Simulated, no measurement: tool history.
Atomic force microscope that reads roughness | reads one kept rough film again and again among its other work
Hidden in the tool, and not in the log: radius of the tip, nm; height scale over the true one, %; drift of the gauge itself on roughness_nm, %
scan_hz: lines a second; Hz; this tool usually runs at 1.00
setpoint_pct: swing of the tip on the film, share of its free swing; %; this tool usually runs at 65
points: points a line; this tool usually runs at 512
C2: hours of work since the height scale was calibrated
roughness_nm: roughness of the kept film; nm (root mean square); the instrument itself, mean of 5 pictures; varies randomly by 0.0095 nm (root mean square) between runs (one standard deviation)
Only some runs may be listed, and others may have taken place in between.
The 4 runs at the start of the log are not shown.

Run 5, hour 34.0: usual settings but points 262; pictures with this tip 37; C2 295. Result: roughness_nm 2.020 nm (root mean square).
Run 6, hour 44.1: usual settings but points 262; pictures with this tip 48; C2 301. Result: roughness_nm 1.986 nm (root mean square).
Run 7, hour 50.6: usual settings but points 262; pictures with this tip 55; C2 306. Result: roughness_nm 1.989 nm (root mean square).
Run 8, hour 64.1: usual settings but points 262; pictures with this tip 70; C2 315. Result: roughness_nm 1.940 nm (root mean square).
Run 9, hour 71.5: usual settings but points 295; pictures with this tip 78; C2 320. Result: roughness_nm 1.937 nm (root mean square).
Run 10, hour 77.4: usual settings but points 295; pictures with this tip 84; C2 324. Result: roughness_nm 1.920 nm (root mean square).
Run 11, hour 88.4: usual settings but points 295; pictures with this tip 96; C2 331. Result: roughness_nm 1.902 nm (root mean square).
At hour 94.0: new tip fitted.
Run 12, hour 98.2: usual settings but setpoint_pct 57 %; pictures with this tip 4; C2 337. Result: roughness_nm 2.163 nm (root mean square).
Run 13, hour 110.0: usual settings but setpoint_pct 74 %; pictures with this tip 17; C2 345. Result: roughness_nm 2.088 nm (root mean square).
Run 14, hour 118.9: usual settings but setpoint_pct 75 %; pictures with this tip 27; C2 351. Result: roughness_nm 2.021 nm (root mean square).
Run 15, hour 125.1: usual settings but setpoint_pct 75 %; pictures with this tip 34; C2 355. Result: roughness_nm 2.017 nm (root mean square).
Run 16, hour 133.3: usual settings but scan_hz 1.66 Hz; pictures with this tip 43; C2 361. Result: roughness_nm 2.012 nm (root mean square).
Run 17, hour 146.4: usual settings but scan_hz 1.66 Hz; pictures with this tip 57; C2 369. Result: roughness_nm 1.959 nm (root mean square).
Run 18, hour 155.5: usual settings but scan_hz 0.76 Hz, setpoint_pct 61 %, points 370; pictures with this tip 67; C2 375. Result: roughness_nm 1.999 nm (root mean square).
Run 19, hour 166.6: usual settings but scan_hz 0.76 Hz, setpoint_pct 61 %, points 370; pictures with this tip 79; C2 383. Result: roughness_nm 1.960 nm (root mean square).
Run 20, hour 174.5: usual settings but scan_hz 2.88 Hz, setpoint_pct 67 %; pictures with this tip 88; C2 388. Result: roughness_nm 1.849 nm (root mean square).
Run 21, hour 180.9: usual settings but scan_hz 0.97 Hz, setpoint_pct 76 %; pictures with this tip 95; C2 392. Result: roughness_nm 1.865 nm (root mean square).
At hour 188.0: new tip fitted.
Run 22, hour 193.7: usual settings but scan_hz 1.19 Hz, setpoint_pct 76 %; pictures with this tip 6; C2 400. Result: roughness_nm 2.064 nm (root mean square).
Run 23, hour 204.4: usual settings but scan_hz 2.21 Hz, setpoint_pct 57 %; pictures with this tip 18; C2 408. Result: roughness_nm 2.073 nm (root mean square).
Run 24, hour 215.4: usual settings but scan_hz 2.21 Hz, setpoint_pct 57 %; pictures with this tip 30; C2 415. Result: roughness_nm 2.063 nm (root mean square).

Run 25 is up next; what results do you expect?
Run 25, hour 224.2: usual settings but scan_hz 0.56 Hz, setpoint_pct 86 %, points 486; pictures with this tip 39; C2 421. Result: roughness_nm ?.

roughness_nm: 2.014 nm (root mean square)
With the hidden condition absent and the run-to-run variation left alone, this run would have shown roughness_nm 2.126 nm (root mean square).
